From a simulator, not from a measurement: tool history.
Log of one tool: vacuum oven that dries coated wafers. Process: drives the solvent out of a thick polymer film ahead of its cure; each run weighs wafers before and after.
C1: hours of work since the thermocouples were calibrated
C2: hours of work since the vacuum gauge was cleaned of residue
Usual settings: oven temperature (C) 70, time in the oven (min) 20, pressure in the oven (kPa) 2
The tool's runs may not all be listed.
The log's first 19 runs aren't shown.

Run 20, hour 983.7: usual settings but oven temperature (C) 67, time in the oven (min) 33, pressure in the oven (kPa) 1; C1 832; C2 1758. Result: solvent left in the film (%) 0.7.
Run 21, hour 1023.9: usual settings but oven temperature (C) 67, time in the oven (min) 33, pressure in the oven (kPa) 1; C1 858; C2 1784. Result: solvent left in the film (%) 0.7.
Run 22, hour 1091.7: usual settings but oven temperature (C) 60, time in the oven (min) 21, pressure in the oven (kPa) 4.64; C1 902; C2 1828. Result: solvent left in the film (%) 4.91.
Run 23, hour 1131.6: usual settings but oven temperature (C) 58, time in the oven (min) 14, pressure in the oven (kPa) 3.01; C1 928; C2 1854. Result: solvent left in the film (%) 6.88.
Run 24, hour 1180.7: usual settings but oven temperature (C) 58, time in the oven (min) 14, pressure in the oven (kPa) 3.01; C1 959; C2 1886. Result: solvent left in the film (%) 6.91.
Run 25, hour 1230.8: usual settings but oven temperature (C) 58, time in the oven (min) 14, pressure in the oven (kPa) 3.01; C1 992; C2 1918. Result: solvent left in the film (%) 6.88.
Run 26, hour 1266.9: usual settings but oven temperature (C) 58, time in the oven (min) 14, pressure in the oven (kPa) 3.01; C1 1015; C2 1942. Result: solvent left in the film (%) 6.83.
Run 27, hour 1312.1: usual settings but oven temperature (C) 58, time in the oven (min) 21, pressure in the oven (kPa) 2.37; C1 1045; C2 1971. Result: solvent left in the film (%) 4.5.
Run 28, hour 1350.9: usual settings but oven temperature (C) 58, time in the oven (min) 21, pressure in the oven (kPa) 2.37; C1 1070; C2 1996. Result: solvent left in the film (%) 4.52.
Run 29, hour 1411.3: usual settings but oven temperature (C) 58, time in the oven (min) 17, pressure in the oven (kPa) 2.37; C1 1109; C2 2035. Result: solvent left in the film (%) 5.53.
Run 30, hour 1445.9: usual settings but pressure in the oven (kPa) 1.65; C1 1132; C2 2058. Result: solvent left in the film (%) 1.26.
Run 31, hour 1484.1: usual settings but oven temperature (C) 58, time in the oven (min) 14; C1 1156; C2 2083. Result: solvent left in the film (%) 6.38.
Run 32, hour 1524.2: usual settings but oven temperature (C) 82, time in the oven (min) 14; C1 1182; C2 2109. Result: solvent left in the film (%) 0.61.
Run 33, hour 1592.4: usual settings but oven temperature (C) 59, pressure in the oven (kPa) 2.13; C1 1227; C2 2153. Result: solvent left in the film (%) 4.2.
Run 34, hour 1658.5: usual settings but oven temperature (C) 59, pressure in the oven (kPa) 2.13; C1 1270; C2 2196. Result: solvent left in the film (%) 4.21.

4 ways to go on from here, each from the tool as it stands after run 34. What would each give?
Run A, hour 1713.2: usual settings but oven temperature (C) 57, time in the oven (min) 33, pressure in the oven (kPa) 6.02; C1 1305; C2 2231. Result: solvent left in the film (%) ?.
Run B, hour 1713.2: usual settings but time in the oven (min) 10, pressure in the oven (kPa) 2.19; C1 1305; C2 2231. Result: solvent left in the film (%) ?.
Run C, hour 1713.2: usual settings but oven temperature (C) 59, pressure in the oven (kPa) 2.67; C1 1305; C2 2231. Result: solvent left in the film (%) ?.
Run D, hour 1713.2: usual settings but pressure in the oven (kPa) 1.9; C1 1305; C2 2231. Result: solvent left in the film (%) ?.

run  solvent left in the film (%)
  A                          4.92
  B                          3.71
  C                          4.41
  D                          1.31
Without the tool's hidden state the same runs would have given:
run  solvent left in the film (%)
  A                          5.37
  B                          4.21
  C                          4.92
  D                          1.48
